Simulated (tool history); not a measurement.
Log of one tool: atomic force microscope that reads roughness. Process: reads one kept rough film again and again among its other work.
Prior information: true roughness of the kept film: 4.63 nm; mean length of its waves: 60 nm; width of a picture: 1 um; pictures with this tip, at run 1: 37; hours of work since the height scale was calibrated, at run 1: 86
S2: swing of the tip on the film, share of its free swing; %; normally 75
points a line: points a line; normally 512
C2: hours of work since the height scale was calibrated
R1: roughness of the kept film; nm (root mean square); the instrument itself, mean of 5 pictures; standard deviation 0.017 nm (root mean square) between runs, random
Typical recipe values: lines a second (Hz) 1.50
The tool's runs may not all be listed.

run 1 hour=0.0 | lines_a_second_(Hz)=1.50 S2=75 points_a_line=512 | pictures_with_this_tip=37 C2=86 | R1=4.093
run 2 hour=65.3 | lines_a_second_(Hz)=1.50 S2=75 points_a_line=512 | pictures_with_this_tip=128 C2=130 | R1=4.096
-- hour=110.4 new tip fitted
run 3 hour=122.5 | lines_a_second_(Hz)=1.50 S2=75 points_a_line=512 | pictures_with_this_tip=17 C2=169 | R1=4.081
run 4 hour=152.6 | lines_a_second_(Hz)=1.50 S2=75 points_a_line=512 | pictures_with_this_tip=59 C2=189 | R1=4.105
run 5 hour=199.7 | lines_a_second_(Hz)=1.50 S2=75 points_a_line=512 | pictures_with_this_tip=125 C2=222 | R1=4.092
run 6 hour=239.0 | lines_a_second_(Hz)=1.50 S2=75 points_a_line=512 | pictures_with_this_tip=180 C2=248 | R1=4.108
-- hour=246.0 new tip fitted
run 7 hour=282.4 | lines_a_second_(Hz)=1.50 S2=75 points_a_line=512 | pictures_with_this_tip=51 C2=278 | R1=4.125
run 8 hour=330.4 | lines_a_second_(Hz)=1.50 S2=75 points_a_line=512 | pictures_with_this_tip=118 C2=310 | R1=4.094
-- hour=381.6 new tip fitted
run 9 hour=404.1 | lines_a_second_(Hz)=1.50 S2=75 points_a_line=512 | pictures_with_this_tip=31 C2=360 | R1=4.106
run 10 hour=476.1 | lines_a_second_(Hz)=1.50 S2=75 points_a_line=342 | pictures_with_this_tip=132 C2=409 | R1=4.073
-- hour=516.4 new tip fitted
run 11 hour=520.7 | lines_a_second_(Hz)=1.50 S2=67 points_a_line=512 | pictures_with_this_tip=6 C2=439 | R1=4.254
run 12 hour=558.3 | lines_a_second_(Hz)=1.50 S2=67 points_a_line=512 | pictures_with_this_tip=58 C2=465 | R1=4.241
run 13 hour=623.5 | lines_a_second_(Hz)=1.50 S2=75 points_a_line=512 | pictures_with_this_tip=149 C2=509 | R1=4.078
-- hour=652.2 new tip fitted
run 14 hour=654.0 | lines_a_second_(Hz)=1.50 S2=79 points_a_line=512 | pictures_with_this_tip=2 C2=530 | R1=4.035
run 15 hour=705.6 | lines_a_second_(Hz)=1.50 S2=72 points_a_line=512 | pictures_with_this_tip=75 C2=565 | R1=4.208
run 16 hour=747.5 | lines_a_second_(Hz)=1.50 S2=72 points_a_line=512 | pictures_with_this_tip=133 C2=594 | R1=4.154
run 17 hour=780.5 | lines_a_second_(Hz)=1.50 S2=72 points_a_line=512 | pictures_with_this_tip=179 C2=616 | R1=4.174
-- hour=791.3 new tip fitted
run 18 hour=848.9 | lines_a_second_(Hz)=1.50 S2=72 points_a_line=512 | pictures_with_this_tip=80 C2=662 | R1=4.174
run 19 hour=922.3 | lines_a_second_(Hz)=1.50 S2=81 points_a_line=512 | pictures_with_this_tip=183 C2=712 | R1=3.967
-- hour=929.7 new tip fitted
run 20 hour=976.8 | lines_a_second_(Hz)=0.98 S2=75 points_a_line=512 | pictures_with_this_tip=66 C2=749 | R1=4.208
run 21 hour=1028.0 | lines_a_second_(Hz)=0.98 S2=75 points_a_line=512 | pictures_with_this_tip=138 C2=784 | R1=4.248
-- hour=1064.1 new tip fitted
run 22 hour=1064.1 | lines_a_second_(Hz)=0.98 S2=75 points_a_line=512 | pictures_with_this_tip=0 C2=808 | R1=4.258
run 23 hour=1114.6 | lines_a_second_(Hz)=0.98 S2=75 points_a_line=512 | pictures_with_this_tip=70 C2=843 | R1=4.243
run 24 hour=1181.8 | lines_a_second_(Hz)=0.98 S2=75 points_a_line=512 | pictures_with_this_tip=164 C2=889 | R1=4.220
-- hour=1203.6 new tip fitted
run 25 hour=1244.8 | lines_a_second_(Hz)=0.98 S2=67 points_a_line=512 | pictures_with_this_tip=58 C2=931 | R1=4.312
run 26 hour=1296.8 | lines_a_second_(Hz)=0.98 S2=67 points_a_line=512 | pictures_with_this_tip=130 C2=967 | R1=4.320
run 27 hour=1335.1 | lines_a_second_(Hz)=1.07 S2=67 points_a_line=816 | pictures_with_this_tip=184 C2=993 | R1=4.298
-- hour=1339.6 new tip fitted
run 28 hour=1389.4 | lines_a_second_(Hz)=1.07 S2=67 points_a_line=816 | pictures_with_this_tip=69 C2=1030 | R1=4.328
run 29 hour=1434.0 | lines_a_second_(Hz)=1.07 S2=67 points_a_line=816 | pictures_with_this_tip=131 C2=1060 | R1=4.314
-- hour=1478.5 new tip fitted
run 30 hour=1494.2 | lines_a_second_(Hz)=1.91 S2=63 points_a_line=512 | pictures_with_this_tip=22 C2=1101 | R1=4.214
run 31 hour=1526.7 | lines_a_second_(Hz)=1.91 S2=76 points_a_line=512 | pictures_with_this_tip=67 C2=1123 | R1=3.979
run 32 hour=1557.3 | lines_a_second_(Hz)=1.91 S2=76 points_a_line=512 | pictures_with_this_tip=110 C2=1144 | R1=3.999
run 33 hour=1609.5 | lines_a_second_(Hz)=3.76 S2=80 points_a_line=609 | pictures_with_this_tip=183 C2=1179 | R1=3.437
-- hour=1616.1 new tip fitted
-- hour=1629.0 height scale calibrated on a step standard
run 34 hour=1660.8 | lines_a_second_(Hz)=1.50 S2=75 points_a_line=346 | pictures_with_this_tip=61 C2=22 | R1=4.090
run 35 hour=1715.8 | lines_a_second_(Hz)=0.56 S2=66 points_a_line=431 | pictures_with_this_tip=138 C2=59 | R1=4.398
-- hour=1753.2 new tip fitted
run 36 hour=1762.5 | lines_a_second_(Hz)=0.89 S2=66 points_a_line=396 | pictures_with_this_tip=13 C2=91 | R1=4.351
run 37 hour=1792.9 | lines_a_second_(Hz)=0.89 S2=66 points_a_line=396 | pictures_with_this_tip=56 C2=111 | R1=4.375
run 38 hour=1823.2 | lines_a_second_(Hz)=0.89 S2=66 points_a_line=396 | pictures_with_this_tip=98 C2=132 | R1=4.329
-- hour=1888.1 new tip fitted
run 39 hour=1895.0 | lines_a_second_(Hz)=0.92 S2=65 points_a_line=512 | pictures_with_this_tip=10 C2=181 | R1=4.347
run 40 hour=1925.3 | lines_a_second_(Hz)=1.50 S2=56 points_a_line=291 | pictures_with_this_tip=52 C2=201 | R1=4.372
run 41 hour=1979.0 | lines_a_second_(Hz)=0.51 S2=55 points_a_line=873 | pictures_with_this_tip=127 C2=238 | R1=4.468
-- hour=2022.8 new tip fitted
run 42 hour=2031.9 | lines_a_second_(Hz)=0.51 S2=55 points_a_line=292 | pictures_with_this_tip=13 C2=274 | R1=4.438
run 43 hour=2071.6 | lines_a_second_(Hz)=0.51 S2=55 points_a_line=292 | pictures_with_this_tip=68 C2=301 | R1=4.434
run 44 hour=2108.8 | lines_a_second_(Hz)=0.51 S2=55 points_a_line=292 | pictures_with_this_tip=120 C2=326 | R1=4.465
-- hour=2158.2 new tip fitted
run 45 hour=2160.5 | lines_a_second_(Hz)=0.83 S2=61 points_a_line=292 | pictures_with_this_tip=4 C2=361 | R1=4.417

Run 46, settings as shown, results not yet in. Your forecast:
run 46 hour=2228.1 | lines_a_second_(Hz)=1.50 S2=75 points_a_line=1023 | pictures_with_this_tip=98 C2=407 | R1=?

{"run 46": {"R1": 4.106}}
Had the tool carried no hidden state, the very same run would have given R1 4.111 nm (root mean square).
